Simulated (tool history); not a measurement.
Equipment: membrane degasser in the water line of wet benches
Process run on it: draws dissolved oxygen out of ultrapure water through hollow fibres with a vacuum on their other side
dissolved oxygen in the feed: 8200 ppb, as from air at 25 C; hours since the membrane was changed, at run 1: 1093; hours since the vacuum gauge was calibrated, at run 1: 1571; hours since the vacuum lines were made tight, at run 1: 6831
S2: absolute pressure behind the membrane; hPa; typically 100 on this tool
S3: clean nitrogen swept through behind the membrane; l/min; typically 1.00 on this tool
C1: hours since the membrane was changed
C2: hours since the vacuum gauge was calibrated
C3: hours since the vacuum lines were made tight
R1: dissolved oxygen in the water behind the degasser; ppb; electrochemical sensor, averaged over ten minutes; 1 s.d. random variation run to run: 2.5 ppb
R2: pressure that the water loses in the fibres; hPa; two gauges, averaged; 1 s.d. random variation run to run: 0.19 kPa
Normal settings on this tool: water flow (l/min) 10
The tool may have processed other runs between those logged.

{"run": 1, "hour": 0.0, "water flow (l/min)": 10, "S2": 100, "S3": 1.0, "C1": 1093, "C2": 1571, "C3": 6831, "R1": 259.7, "R2": 437.3}
{"run": 2, "hour": 218.8, "water flow (l/min)": 10, "S2": 100, "S3": 1.0, "C1": 1312, "C2": 1790, "C3": 7050, "R1": 262.9, "R2": 439.3}
{"run": 3, "hour": 405.9, "water flow (l/min)": 10, "S2": 100, "S3": 0.46, "C1": 1499, "C2": 1977, "C3": 7237, "R1": 415.4, "R2": 434.9}
{"run": 4, "hour": 566.0, "water flow (l/min)": 10, "S2": 100, "S3": 0.46, "C1": 1659, "C2": 2137, "C3": 7397, "R1": 420.2, "R2": 438.2}
{"run": 5, "hour": 775.2, "water flow (l/min)": 10, "S2": 100, "S3": 1.03, "C1": 1868, "C2": 2346, "C3": 7606, "R1": 258.9, "R2": 435.0}
{"run": 6, "hour": 1057.4, "water flow (l/min)": 10, "S2": 100, "S3": 1.03, "C1": 2150, "C2": 2628, "C3": 7889, "R1": 256.5, "R2": 434.5}
{"run": 7, "hour": 1218.8, "water flow (l/min)": 10, "S2": 100, "S3": 1.03, "C1": 2311, "C2": 2790, "C3": 8050, "R1": 257.3, "R2": 435.9}
{"run": 8, "hour": 1459.9, "water flow (l/min)": 10, "S2": 100, "S3": 1.03, "C1": 2553, "C2": 3031, "C3": 8291, "R1": 254.1, "R2": 438.5}
{"run": 9, "hour": 1805.8, "water flow (l/min)": 13, "S2": 100, "S3": 1.0, "C1": 2899, "C2": 3377, "C3": 8637, "R1": 405.6, "R2": 569.7}
{"run": 10, "hour": 2147.4, "water flow (l/min)": 13, "S2": 100, "S3": 1.0, "C1": 3240, "C2": 3718, "C3": 8979, "R1": 407.3, "R2": 572.4}
{"run": 11, "hour": 2296.9, "water flow (l/min)": 10, "S2": 100, "S3": 1.0, "C1": 3390, "C2": 3868, "C3": 9128, "R1": 260.9, "R2": 437.5}
{"run": 12, "hour": 2542.0, "water flow (l/min)": 10, "S2": 100, "S3": 1.0, "C1": 3635, "C2": 4113, "C3": 9373, "R1": 259.9, "R2": 442.3}
{"run": 13, "hour": 2763.2, "water flow (l/min)": 10, "S2": 100, "S3": 1.0, "C1": 3856, "C2": 4334, "C3": 9594, "R1": 265.7, "R2": 439.5}
{"hour": 3063.4, "done": "vacuum gauge calibrated"}
{"run": 14, "hour": 3073.1, "water flow (l/min)": 10, "S2": 249, "S3": 1.0, "C1": 4165, "C2": 10, "C3": 9904, "R1": 580.0, "R2": 437.9}
{"run": 15, "hour": 3289.1, "water flow (l/min)": 10, "S2": 249, "S3": 1.0, "C1": 4381, "C2": 226, "C3": 10120, "R1": 581.0, "R2": 439.9}
{"run": 16, "hour": 3584.7, "water flow (l/min)": 10, "S2": 249, "S3": 1.0, "C1": 4677, "C2": 521, "C3": 10415, "R1": 579.6, "R2": 441.3}
{"run": 17, "hour": 3824.6, "water flow (l/min)": 7, "S2": 100, "S3": 1.0, "C1": 4917, "C2": 761, "C3": 10655, "R1": 146.8, "R2": 311.1}
{"run": 18, "hour": 4165.2, "water flow (l/min)": 10, "S2": 63, "S3": 0.7, "C1": 5257, "C2": 1102, "C3": 10996, "R1": 203.7, "R2": 441.7}
{"run": 19, "hour": 4411.0, "water flow (l/min)": 10, "S2": 77, "S3": 1.0, "C1": 5503, "C2": 1348, "C3": 11242, "R1": 211.2, "R2": 442.4}
{"run": 20, "hour": 4739.1, "water flow (l/min)": 10, "S2": 77, "S3": 1.0, "C1": 5831, "C2": 1676, "C3": 11570, "R1": 209.8, "R2": 444.4}
{"run": 21, "hour": 4985.8, "water flow (l/min)": 6, "S2": 83, "S3": 2.26, "C1": 6078, "C2": 1922, "C3": 11816, "R1": 50.5, "R2": 263.3}
{"run": 22, "hour": 5305.3, "water flow (l/min)": 14, "S2": 100, "S3": 1.48, "C1": 6398, "C2": 2242, "C3": 12136, "R1": 398.0, "R2": 622.9}
{"run": 23, "hour": 5647.9, "water flow (l/min)": 8, "S2": 67, "S3": 1.0, "C1": 6740, "C2": 2584, "C3": 12478, "R1": 117.0, "R2": 356.2}
{"run": 24, "hour": 5835.0, "water flow (l/min)": 8, "S2": 67, "S3": 1.0, "C1": 6927, "C2": 2772, "C3": 12666, "R1": 118.3, "R2": 356.7}
{"run": 25, "hour": 6179.7, "water flow (l/min)": 8, "S2": 67, "S3": 1.0, "C1": 7272, "C2": 3116, "C3": 13010, "R1": 116.5, "R2": 353.5}
{"run": 26, "hour": 6494.4, "water flow (l/min)": 11, "S2": 186, "S3": 2.35, "C1": 7587, "C2": 3431, "C3": 13325, "R1": 309.8, "R2": 491.0}
{"hour": 6746.3, "done": "seals of the vacuum lines changed"}
{"run": 27, "hour": 6746.3, "water flow (l/min)": 11, "S2": 186, "S3": 2.35, "C1": 7836, "C2": 3681, "C3": 0, "R1": 310.5, "R2": 492.5}
{"hour": 6766.6, "done": "gauge calibrated"}
{"run": 28, "hour": 6945.9, "water flow (l/min)": 11, "S2": 131, "S3": 1.16, "C1": 8036, "C2": 3881, "C3": 200, "R1": 352.3, "R2": 478.9}
{"run": 29, "hour": 7267.3, "water flow (l/min)": 10, "S2": 224, "S3": 0.51, "C1": 8358, "C2": 4202, "C3": 521, "R1": 858.2, "R2": 437.5}
{"run": 30, "hour": 7581.5, "water flow (l/min)": 10, "S2": 224, "S3": 0.51, "C1": 8672, "C2": 4516, "C3": 835, "R1": 870.1, "R2": 436.7}
{"hour": 7715.9, "done": "vacuum gauge calibrated"}
{"run": 31, "hour": 7774.0, "water flow (l/min)": 10, "S2": 224, "S3": 0.51, "C1": 8864, "C2": 58, "C3": 1027, "R1": 857.5, "R2": 435.0}

Below are 3 alternative next runs, each starting from the tool's condition after run 31. Predict each:
{"run": "A", "hour": 8110.3, "water flow (l/min)": 10, "S2": 224, "S3": 2.2, "C1": 9200, "C2": 394, "C3": 1364, "R1": "?", "R2": "?"}
{"run": "B", "hour": 8110.3, "water flow (l/min)": 15, "S2": 100, "S3": 2.4, "C1": 9200, "C2": 394, "C3": 1364, "R1": "?", "R2": "?"}
{"run": "C", "hour": 8110.3, "water flow (l/min)": 7, "S2": 221, "S3": 1.83, "C1": 9200, "C2": 394, "C3": 1364, "R1": "?", "R2": "?"}

run=A R1=309.3 R2=434.7
run=B R1=394.6 R2=656.6
run=C R1=204.1 R2=305.2
The same runs, with their run-to-run variation unchanged, on a tool lacking any hidden condition would have given:
run=A R1=309.0 R2=432.3
run=B R1=393.7 R2=652.9
run=C R1=204.0 R2=303.5
